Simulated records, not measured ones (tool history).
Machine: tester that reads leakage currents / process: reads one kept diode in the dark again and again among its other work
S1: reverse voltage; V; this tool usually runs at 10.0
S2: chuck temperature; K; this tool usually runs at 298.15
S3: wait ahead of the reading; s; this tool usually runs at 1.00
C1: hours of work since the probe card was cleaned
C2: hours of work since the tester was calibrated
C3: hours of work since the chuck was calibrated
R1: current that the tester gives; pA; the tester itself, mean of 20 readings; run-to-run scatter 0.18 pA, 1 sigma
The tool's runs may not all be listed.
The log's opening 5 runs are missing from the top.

Run 6, hour 420.0: usual settings; C1 1615; C2 786; C3 198. Result: R1 74.84 pA.
Run 7, hour 521.3: usual settings but S1 3.2 V; C1 1663; C2 834; C3 245. Result: R1 43.84 pA.
Run 8, hour 588.3: usual settings but S1 3.2 V, S3 8.28 s; C1 1694; C2 865; C3 277. Result: R1 42.76 pA.
Run 9, hour 691.6: usual settings but S1 3.2 V, S3 8.28 s; C1 1743; C2 914; C3 326. Result: R1 43.23 pA.
Run 10, hour 772.5: usual settings but S2 323.15 K; C1 1781; C2 952; C3 364. Result: R1 396.06 pA.
At hour 851.2: probe card cleaned and baked.
Run 11, hour 865.9: usual settings; C1 7; C2 995; C3 406. Result: R1 61.34 pA.
Run 12, hour 980.3: usual settings; C1 61; C2 1048; C3 460. Result: R1 61.88 pA.
Run 13, hour 1064.5: usual settings; C1 100; C2 1088; C3 500. Result: R1 62.46 pA.
Run 14, hour 1137.4: usual settings; C1 135; C2 1122; C3 534. Result: R1 63.24 pA.
Run 15, hour 1214.8: usual settings; C1 171; C2 1159; C3 571. Result: R1 63.65 pA.
Run 16, hour 1300.5: usual settings; C1 212; C2 1199; C3 611. Result: R1 64.02 pA.
At hour 1309.8: chuck's temperature calibrated.
Run 17, hour 1414.7: usual settings but S1 3.3 V, S2 294.15 K, S3 1.56 s; C1 264; C2 1252; C3 49. Result: R1 31.14 pA.
Run 18, hour 1518.3: usual settings but S1 3.3 V, S2 294.15 K, S3 1.56 s; C1 313; C2 1301; C3 98. Result: R1 31.33 pA.
Run 19, hour 1581.0: usual settings but S1 3.7 V, S2 296.15 K, S3 2.92 s; C1 343; C2 1330; C3 128. Result: R1 38.06 pA.
Run 20, hour 1648.3: usual settings but S1 3.7 V, S2 306.15 K, S3 0.56 s; C1 374; C2 1362; C3 159. Result: R1 84.60 pA.
Run 21, hour 1751.1: usual settings but S1 3.3 V, S2 305.15 K, S3 2.49 s; C1 423; C2 1410; C3 208. Result: R1 74.50 pA.
At hour 1840.2: chuck's temperature calibrated, once more.
Run 22, hour 1848.3: usual settings but S1 11.5 V, S2 301.15 K, S3 8.58 s; C1 468; C2 1455; C3 4. Result: R1 79.74 pA.
Run 23, hour 1936.9: usual settings but S1 11.5 V, S2 301.15 K, S3 8.58 s; C1 509; C2 1497; C3 46. Result: R1 81.04 pA.
Run 24, hour 1990.2: usual settings but S1 5.8 V, S2 299.15 K; C1 534; C2 1522; C3 71. Result: R1 54.53 pA.
Run 25, hour 2042.7: usual settings but S1 4.8 V, S2 299.15 K, S3 2.91 s; C1 559; C2 1547; C3 95. Result: R1 49.12 pA.
Run 26, hour 2121.1: usual settings but S1 4.8 V, S2 299.15 K, S3 2.91 s; C1 596; C2 1584; C3 132. Result: R1 49.85 pA.
Run 27, hour 2184.7: usual settings but S1 4.8 V, S2 306.15 K, S3 2.91 s; C1 626; C2 1614; C3 162. Result: R1 84.77 pA.
Run 28, hour 2253.3: usual settings but S3 0.52 s; C1 658; C2 1646; C3 194. Result: R1 68.18 pA.
Run 29, hour 2330.4: usual settings but S1 7.0 V, S2 322.15 K, S3 0.80 s; C1 695; C2 1682; C3 231. Result: R1 310.27 pA.
Run 30, hour 2399.0: usual settings but S1 7.0 V, S2 300.15 K, S3 0.44 s; C1 727; C2 1714; C3 263. Result: R1 68.06 pA.

What if the next run were any one of these 5? Each begins from the tool's condition after run 30:
Run A, hour 2479.4: usual settings but S3 1.07 s; C1 765; C2 1752; C3 301. Result: R1 ?.
Run B, hour 2479.4: usual settings but S1 5.4 V, S2 329.15 K, S3 0.49 s; C1 765; C2 1752; C3 301. Result: R1 ?.
Run C, hour 2479.4: usual settings but S1 7.0 V, S2 300.15 K, S3 0.44 s; C1 765; C2 1752; C3 301. Result: R1 ?.
Run D, hour 2479.4: usual settings but S2 312.15 K; C1 765; C2 1752; C3 301. Result: R1 ?.
Run E, hour 2479.4: usual settings but S1 1.8 V; C1 765; C2 1752; C3 301. Result: R1 ?.

run      R1
  A   67.12
  B  455.75
  C   68.82
  D  179.73
  E   32.36
Stripped of hidden state, with their random variation kept, the same runs would have yielded:
run      R1
  A   59.06
  B  445.48
  C   62.85
  D  169.87
  E   30.50
